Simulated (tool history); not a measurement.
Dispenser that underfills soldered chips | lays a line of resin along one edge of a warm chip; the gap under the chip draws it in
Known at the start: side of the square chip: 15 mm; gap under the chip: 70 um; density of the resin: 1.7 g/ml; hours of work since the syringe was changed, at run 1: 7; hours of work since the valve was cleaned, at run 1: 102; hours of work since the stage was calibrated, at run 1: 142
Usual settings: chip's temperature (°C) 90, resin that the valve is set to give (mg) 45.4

run  hour  chip's temperature (°C)  resin that the valve is set to give (mg)  hours of work since the syringe was changed  hours of work since the valve was cleaned  hours of work since the stage was calibrated  time until the resin shows at the far edge (s)  resin that the valve gave (mg)
  1     0                       90                                      45.4                                            7                                        102                                           142                                           207.5                           42.61
      4.8  -- new syringe of resin
  2   4.8                       77                                      45.4                                            0                                        105                                           146                                           188.4                           42.63
  3   8.5                       77                                      45.4                                            3                                        108                                           148                                           234.4                           42.43
  4  13.7                       77                                      45.4                                            7                                        112                                           152                                           324.3                           42.37
  5  18.9                       77                                      45.4                                           11                                        116                                           156                                             429                           42.05
     19.5  -- new syringe of resin
  6  22.8                       90                                      46.1                                            2                                        118                                           159                                           137.9                           42.67
  7  25.7                       90                                      46.1                                            5                                        121                                           161                                           164.3                            42.8
  8  28.7                       90                                      46.1                                            7                                        123                                           163                                           198.1                           42.63
  9  31.1                      104                                      46.1                                            9                                        125                                           165                                             137                           42.71
     34.2  -- new syringe of resin
 10  34.2                       98                                      46.8                                            0                                        127                                           167                                            84.1                           43.07
 11  38.2                       98                                      46.8                                            3                                        130                                           170                                           105.3                           43.35
 12  42.3                       98                                      39.9                                            6                                        133                                           174                                           139.9                           36.94
 13  46.5                       94                                      39.9                                            9                                        136                                           177                                           208.6                           36.57

The next listed run, before its measurement:
     48.8  -- new syringe of resin
 14  50.3                       94                                      39.9                                            1                                        139                                           179                                               ?                               ?

{"run 14": {"time until the resin shows at the far edge (s)": 102.1, "resin that the valve gave (mg)": 36.74}}
Without the tool's hidden state the same run would have given time until the resin shows at the far edge (s) 97.8, resin that the valve gave (mg) 40.05.

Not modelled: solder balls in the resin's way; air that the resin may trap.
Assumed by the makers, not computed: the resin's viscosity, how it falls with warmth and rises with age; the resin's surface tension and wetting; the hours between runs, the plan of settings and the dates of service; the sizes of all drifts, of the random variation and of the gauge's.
